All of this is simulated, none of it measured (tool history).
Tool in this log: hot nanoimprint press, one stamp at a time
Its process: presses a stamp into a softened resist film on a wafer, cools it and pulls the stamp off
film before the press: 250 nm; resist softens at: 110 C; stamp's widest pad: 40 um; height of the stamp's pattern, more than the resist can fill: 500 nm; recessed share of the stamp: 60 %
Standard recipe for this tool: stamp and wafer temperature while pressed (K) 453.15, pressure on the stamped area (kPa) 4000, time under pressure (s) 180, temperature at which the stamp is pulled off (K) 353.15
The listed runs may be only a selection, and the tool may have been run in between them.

run    hour  stamp and wafer temperature while pressed (K)  pressure on the stamped area (kPa)  time under pressure (s)  temperature at which the stamp is pulled off (K)  resist left under the stamp's widest pad (Å)  greatest force while the stamp is pulled off (N)
  1       0                                         453.15                                4000                      180                                            353.15                                          1244                                               123
  2    73.4                                         453.15                                3910                      180                                            353.15                                          1262                                               122
      135.4  -- stamp cleaned and given a new release coat
  3   162.3                                         453.15                                3910                      180                                            353.15                                          1260                                               122
  4   243.6                                         453.15                                3910                      180                                            353.15                                          1256                                               124
  5   300.3                                         453.15                                3910                      180                                            353.15                                          1258                                               123
      370.6  -- plate thermocouple calibrated
  6   375.1                                         453.15                                3910                      180                                            353.15                                          1258                                               123
  7   427.6                                         453.15                                3910                      180                                            353.15                                          1257                                               124
      480.2  -- stamp cleaned and given a new release coat
  8   484.4                                         453.15                                3910                      180                                            348.15                                          1257                                               137
  9   522.1                                         453.15                                3910                      180                                            348.15                                          1258                                               136
 10   593.3                                         453.15                                4000                      180                                            353.15                                          1238                                               123
 11   656.3                                         453.15                                4000                      180                                            353.15                                          1237                                               122
 12   743.7                                         453.15                                4000                      180                                            353.15                                          1237                                               123
 13   783.1                                         453.15                                4000                      180                                            360.15                                          1237                                               102
      822.8  -- stamp cleaned and given a new release coat
 14     850                                         453.15                                4000                      180                                            353.15                                          1238                                               124
 15   893.9                                         453.15                                4000                      307                                            353.15                                          1043                                               125
 16   984.8                                         453.15                                4000                      307                                            353.15                                          1042                                               122
     1035.1  -- plate thermocouple calibrated
     1051.4  -- press's hydraulic seals changed and the load cell set to zero
 17  1075.3                                         453.15                                4000                      313                                            347.15                                          1036                                               138
 18  1130.4                                         444.15                                2510                      243                                            342.15                                          1825                                               152
     1179.9  -- stamp cleaned and given a new release coat
 19  1203.6                                         453.15                                2540                      180                                            353.15                                          1556                                               120
 20  1272.3                                         453.15                                2540                      180                                            353.15                                          1555                                               125
 21  1321.9                                         463.15                                2840                      160                                            349.15                                          1149                                               132
 22    1373                                         463.15                                2840                      160                                            349.15                                          1149                                               134
 23  1413.1                                         447.15                                5490                      143                                            353.15                                          1338                                               123
 24  1480.5                                         447.15                                5490                      143                                            353.15                                          1335                                               123
     1523.1  -- stamp cleaned and given a new release coat
 25  1547.6                                         447.15                                5490                      143                                            353.15                                          1338                                               124
 26  1598.4                                         445.15                                5490                      167                                            352.15                                          1362                                               123
 27  1652.2                                         453.15                                4000                      112                                            357.15                                          1410                                               112
     1708.6  -- plate thermocouple calibrated
 28  1722.3                                         453.15                                4000                      112                                            353.15                                          1406                                               122
 29  1795.3                                         453.15                                4000                      112                                            353.15                                          1406                                               123

Consider 4 possible next runs. They are alternatives, not a sequence: every one starts from the tool as it was left by run 29. What does each give?
     1856.6  -- gauge calibrated
     1868.6  -- stamp cleaned and given a new release coat
  A  1873.7                                         446.15                                4000                      183                                            352.15                                             ?                                                 ?
     1856.6  -- gauge calibrated
     1868.6  -- stamp cleaned and given a new release coat
  B  1873.7                                         453.15                                4000                      128                                            353.15                                             ?                                                 ?
     1856.6  -- gauge calibrated
     1868.6  -- stamp cleaned and given a new release coat
  C  1873.7                                         446.15                                4000                      271                                            345.15                                             ?                                                 ?
     1856.6  -- gauge calibrated
     1868.6  -- stamp cleaned and given a new release coat
  D  1873.7                                         448.15                                5570                      113                                            353.15                                             ?                                                 ?

run  resist left under the stamp's widest pad (Å)  greatest force while the stamp is pulled off (N)
  A                                          1541                                               126
  B                                          1379                                               122
  C                                          1379                                               142
  D                                          1399                                               123
Without the tool's hidden state the same runs would have given:
run  resist left under the stamp's widest pad (Å)  greatest force while the stamp is pulled off (N)
  A                                          1541                                               126
  B                                          1379                                               122
  C                                          1378                                               142
  D                                          1399                                               123
